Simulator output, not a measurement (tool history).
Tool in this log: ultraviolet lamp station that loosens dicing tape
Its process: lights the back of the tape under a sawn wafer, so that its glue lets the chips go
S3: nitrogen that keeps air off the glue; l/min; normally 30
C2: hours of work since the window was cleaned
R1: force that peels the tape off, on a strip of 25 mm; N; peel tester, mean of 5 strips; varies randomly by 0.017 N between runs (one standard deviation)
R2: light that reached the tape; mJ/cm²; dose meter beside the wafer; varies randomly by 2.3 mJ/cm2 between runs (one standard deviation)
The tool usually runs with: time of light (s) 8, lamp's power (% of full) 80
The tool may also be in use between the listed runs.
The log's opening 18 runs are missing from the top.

{"run": 19, "hour": 267.3, "time of light (s)": 8, "lamp's power (% of full)": 65, "S3": 30, "hours of work of the lamp": 280, "C2": 401, "R1": 1.238, "R2": 195}
{"run": 20, "hour": 279.0, "time of light (s)": 8, "lamp's power (% of full)": 70, "S3": 30, "hours of work of the lamp": 287, "C2": 407, "R1": 1.044, "R2": 214}
{"run": 21, "hour": 289.1, "time of light (s)": 8, "lamp's power (% of full)": 78, "S3": 30, "hours of work of the lamp": 292, "C2": 412, "R1": 0.885, "R2": 235}
{"run": 22, "hour": 298.0, "time of light (s)": 8, "lamp's power (% of full)": 80, "S3": 30, "hours of work of the lamp": 297, "C2": 417, "R1": 0.844, "R2": 242}
{"run": 23, "hour": 306.9, "time of light (s)": 9, "lamp's power (% of full)": 79, "S3": 9, "hours of work of the lamp": 302, "C2": 422, "R1": 1.202, "R2": 268}
{"run": 24, "hour": 324.7, "time of light (s)": 5, "lamp's power (% of full)": 80, "S3": 22, "hours of work of the lamp": 312, "C2": 432, "R1": 2.039, "R2": 149}
{"run": 25, "hour": 342.6, "time of light (s)": 15, "lamp's power (% of full)": 96, "S3": 22, "hours of work of the lamp": 321, "C2": 442, "R1": 0.195, "R2": 541}
{"run": 26, "hour": 356.2, "time of light (s)": 5, "lamp's power (% of full)": 84, "S3": 30, "hours of work of the lamp": 329, "C2": 449, "R1": 1.713, "R2": 160}
{"run": 27, "hour": 372.1, "time of light (s)": 5, "lamp's power (% of full)": 80, "S3": 30, "hours of work of the lamp": 337, "C2": 458, "R1": 1.899, "R2": 155}

Run 28 is up next; what results do you expect?
{"run": 28, "hour": 383.5, "time of light (s)": 5, "lamp's power (% of full)": 80, "S3": 30, "hours of work of the lamp": 343, "C2": 464, "R1": "?", "R2": "?"}

R1: 1.826 N
R2: 152 mJ/cm²
With no hidden state in the tool, this same run would have given R1 1.822 N, R2 152 mJ/cm².
